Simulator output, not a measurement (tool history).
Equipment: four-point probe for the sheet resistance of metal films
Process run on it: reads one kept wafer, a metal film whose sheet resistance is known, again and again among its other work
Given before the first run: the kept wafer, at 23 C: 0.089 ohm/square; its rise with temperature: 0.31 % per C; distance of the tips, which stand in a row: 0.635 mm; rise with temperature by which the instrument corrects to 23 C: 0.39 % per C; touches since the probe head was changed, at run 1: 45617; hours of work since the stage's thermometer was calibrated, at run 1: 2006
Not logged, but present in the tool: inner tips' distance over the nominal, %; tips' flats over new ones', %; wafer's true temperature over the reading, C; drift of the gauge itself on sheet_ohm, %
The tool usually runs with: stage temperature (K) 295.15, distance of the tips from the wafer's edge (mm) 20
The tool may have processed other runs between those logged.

| run | hour | stage temperature (K) | distance of the tips from the wafer's edge (mm) | touches since the probe head was changed | hours of work since the stage's thermometer was calibrated | sheet resistance as the instrument gives it (ohm/square) |
|---|---|---|---|---|---|---|
| 1 | 0 | 295.15 | 20 | 45617 | 2006 | 0.089514 |
| 2 | 68.1 | 295.15 | 20 | 47217 | 2054 | 0.089514 |
| 3 | 109.7 | 295.15 | 20 | 48193 | 2083 | 0.089538 |
| 4 | 171.5 | 295.15 | 20 | 49646 | 2126 | 0.089526 |
| 5 | 256.3 | 291.15 | 20 | 51637 | 2186 | 0.089854 |
| 6 | 293.8 | 291.15 | 20 | 52518 | 2212 | 0.089864 |
| 7 | 372.4 | 291.15 | 20 | 54366 | 2267 | 0.089855 |
|  | 379.7 | stage's thermometer calibrated |
| 8 | 434.1 | 298.15 | 43 | 55804 | 38 | 0.089466 |
| 9 | 469 | 298.15 | 43 | 56624 | 62 | 0.089467 |
| 10 | 551 | 294.15 | 68 | 58551 | 120 | 0.089747 |
| 11 | 585.9 | 301.15 | 23 | 59371 | 144 | 0.089298 |
| 12 | 657.9 | 296.15 | 43 | 61061 | 195 | 0.089646 |
| 13 | 699.1 | 297.15 | 10 | 62029 | 223 | 0.089781 |

Consider 3 possible next runs. They are alternatives, not a sequence: every one starts from the tool as it was left by run 13. What does each give?
| A | 748.3 | 297.15 | 53 | 63185 | 258 | ? |
| B | 748.3 | 305.15 | 10 | 63185 | 258 | ? |
| C | 748.3 | 297.15 | 17 | 63185 | 258 | ? |

| run | sheet resistance as the instrument gives it (ohm/square) |
|---|---|
| A | 0.08958 |
| B | 0.089251 |
| C | 0.089618 |
The same runs, with their run-to-run variation unchanged, on a tool lacking any hidden condition would have given:
| run | sheet resistance as the instrument gives it (ohm/square) |
|---|---|
| A | 0.088934 |
| B | 0.088614 |
| C | 0.088972 |

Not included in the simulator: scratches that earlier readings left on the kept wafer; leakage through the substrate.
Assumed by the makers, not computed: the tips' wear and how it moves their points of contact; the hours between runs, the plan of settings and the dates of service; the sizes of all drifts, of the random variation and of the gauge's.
